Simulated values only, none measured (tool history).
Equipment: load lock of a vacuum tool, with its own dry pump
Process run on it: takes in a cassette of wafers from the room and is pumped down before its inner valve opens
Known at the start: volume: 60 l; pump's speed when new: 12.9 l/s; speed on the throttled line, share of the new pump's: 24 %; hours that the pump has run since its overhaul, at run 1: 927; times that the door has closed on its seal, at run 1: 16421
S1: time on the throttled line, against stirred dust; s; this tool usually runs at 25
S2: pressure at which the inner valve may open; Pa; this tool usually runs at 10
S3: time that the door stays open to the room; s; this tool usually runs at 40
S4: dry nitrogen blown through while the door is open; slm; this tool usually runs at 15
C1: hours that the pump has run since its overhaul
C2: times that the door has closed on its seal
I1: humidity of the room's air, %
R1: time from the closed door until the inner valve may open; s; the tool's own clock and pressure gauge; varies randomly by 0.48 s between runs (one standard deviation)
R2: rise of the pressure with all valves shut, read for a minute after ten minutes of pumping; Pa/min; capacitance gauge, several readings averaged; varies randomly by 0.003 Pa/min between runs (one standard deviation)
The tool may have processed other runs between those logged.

| run | day | S1 | S2 | S3 | S4 | C1 | C2 | I1 | R1 | R2 |
|---|---|---|---|---|---|---|---|---|---|---|
| 1 | 0 | 25 | 10 | 40 | 15 | 927 | 16421 | 46.9 | 62.5 | 0.057 |
| 2 | 11.912 | 25 | 10 | 40 | 15 | 1213 | 17799 | 45.5 | 62.2 | 0.06 |
| 3 | 28.733 | 25 | 10 | 40 | 15 | 1616 | 19746 | 44.3 | 62.5 | 0.068 |
| 4 | 44.004 | 25 | 10 | 40 | 15 | 1983 | 21514 | 45.7 | 63.3 | 0.081 |
| 5 | 56.604 | 25 | 10 | 40 | 15 | 2285 | 22973 | 45.2 | 62.8 | 0.077 |
| 6 | 72.858 | 25 | 10 | 40 | 15 | 2676 | 24854 | 44.3 | 62.9 | 0.087 |
| 7 | 88.454 | 25 | 10 | 61 | 15 | 3050 | 26660 | 47.7 | 63.1 | 0.099 |
| 8 | 95.779 | 25 | 10 | 61 | 15 | 3226 | 27508 | 42.4 | 64 | 0.098 |
| 9 | 110.129 | 25 | 10 | 61 | 15 | 3570 | 29169 | 42.4 | 63.2 | 0.105 |
| 10 | 127.729 | 25 | 10 | 40 | 15 | 3992 | 31206 | 46.7 | 62.5 | 0.115 |
| 11 | 143.938 | 25 | 10 | 40 | 15 | 4381 | 33082 | 47.1 | 63.5 | 0.13 |
| 12 | 161.612 | 25 | 10 | 40 | 15 | 4806 | 35128 | 48.2 | 64 | 0.136 |
| 13 | 175.796 | 25 | 10 | 40 | 15 | 5146 | 36770 | 43.8 | 63.5 | 0.146 |
| 14 | 192.208 | 25 | 10 | 150 | 15 | 5540 | 38669 | 46.5 | 63.7 | 0.172 |
|  | 207.921 | door's seal changed, seat wiped |
| 15 | 209.05 | 25 | 10 | 150 | 15 | 5943 | 131 | 45 | 63.5 | 0.04 |
| 16 | 226.679 | 25 | 10 | 150 | 15 | 6366 | 2171 | 46.3 | 64.1 | 0.042 |
| 17 | 235.038 | 25 | 10 | 40 | 15 | 6566 | 3139 | 47 | 64.6 | 0.027 |
| 18 | 251.846 | 25 | 10 | 40 | 15 | 6970 | 5085 | 50 | 64.2 | 0.027 |
| 19 | 262.292 | 48 | 8 | 40 | 15 | 7220 | 6294 | 42.3 | 82.3 | 0.031 |
| 20 | 270.229 | 48 | 8 | 40 | 15 | 7411 | 7212 | 43.4 | 83.3 | 0.034 |
| 21 | 278.329 | 21 | 10 | 213 | 18 | 7605 | 8150 | 43.5 | 61.4 | 0.055 |
| 22 | 286.012 | 26 | 11 | 74 | 5 | 7790 | 9040 | 44 | 65 | 0.058 |
| 23 | 297.462 | 29 | 11 | 74 | 22 | 8065 | 10365 | 45.8 | 67.1 | 0.037 |
| 24 | 307.488 | 29 | 11 | 74 | 22 | 8305 | 11525 | 44 | 67 | 0.037 |
| 25 | 317.146 | 29 | 11 | 74 | 22 | 8537 | 12643 | 46.4 | 66.7 | 0.045 |
| 26 | 329.617 | 25 | 10 | 60 | 15 | 8836 | 14087 | 48.1 | 65.1 | 0.057 |
| 27 | 338.138 | 17 | 13 | 41 | 41 | 9041 | 15073 | 46.7 | 57.3 | 0.038 |
| 28 | 348.262 | 17 | 9 | 41 | 5 | 9284 | 16245 | 42.9 | 59.5 | 0.066 |
| 29 | 364.75 | 17 | 9 | 41 | 5 | 9679 | 18154 | 45 | 58.8 | 0.075 |
| 30 | 381.917 | 25 | 10 | 228 | 33 | 10091 | 20141 | 46.8 | 65.8 | 0.07 |
| 31 | 399.3 | 25 | 10 | 228 | 33 | 10509 | 22153 | 46.4 | 65.6 | 0.084 |
| 32 | 413.85 | 25 | 9 | 40 | 5 | 10858 | 23837 | 45.6 | 65.7 | 0.095 |
| 33 | 429.442 | 25 | 9 | 115 | 5 | 11232 | 25642 | 43.9 | 66 | 0.116 |
| 34 | 444.846 | 32 | 16 | 203 | 39 | 11602 | 27425 | 44.7 | 68.4 | 0.087 |
| 35 | 452.788 | 32 | 16 | 203 | 39 | 11792 | 28344 | 43.3 | 67.6 | 0.104 |
| 36 | 464.079 | 20 | 16 | 203 | 32 | 12063 | 29652 | 45 | 60.5 | 0.11 |

Pick out some run-to-run changes in R1. Of each, how much would a tool without hidden state show as well, from the settings, what came in and chance, and how much is left for the hidden state and any gauge scatter not in both results compared?
Hidden state present: pump's speed, % of a new pump's; leak at the door's seal, Pa l/s; drift of the gauge itself on ready_s, %; drift of the gauge itself on rise_pa_min, %.
Run 13 -> 14: S3 40 -> 150. R1 +0.2 s: hidden state +0.3, all else -0.1.
Run 18 -> 19: S1 25 -> 48, S2 10 -> 8. R1 +18.1 s: hidden state -0.1, all else +18.2.
Run 20 -> 21: S1 48 -> 21, S2 8 -> 10, S3 40 -> 213, S4 15 -> 18. R1 -21.9 s: hidden state +0.4, all else -22.3.
Run 26 -> 27: S1 25 -> 17, S2 10 -> 13, S3 60 -> 41, S4 15 -> 41. R1 -7.8 s: hidden state +0.1, all else -7.9.
Run 35 -> 36: S1 32 -> 20, S4 39 -> 32. R1 -7.1 s: hidden state +0.4, all else -7.5.
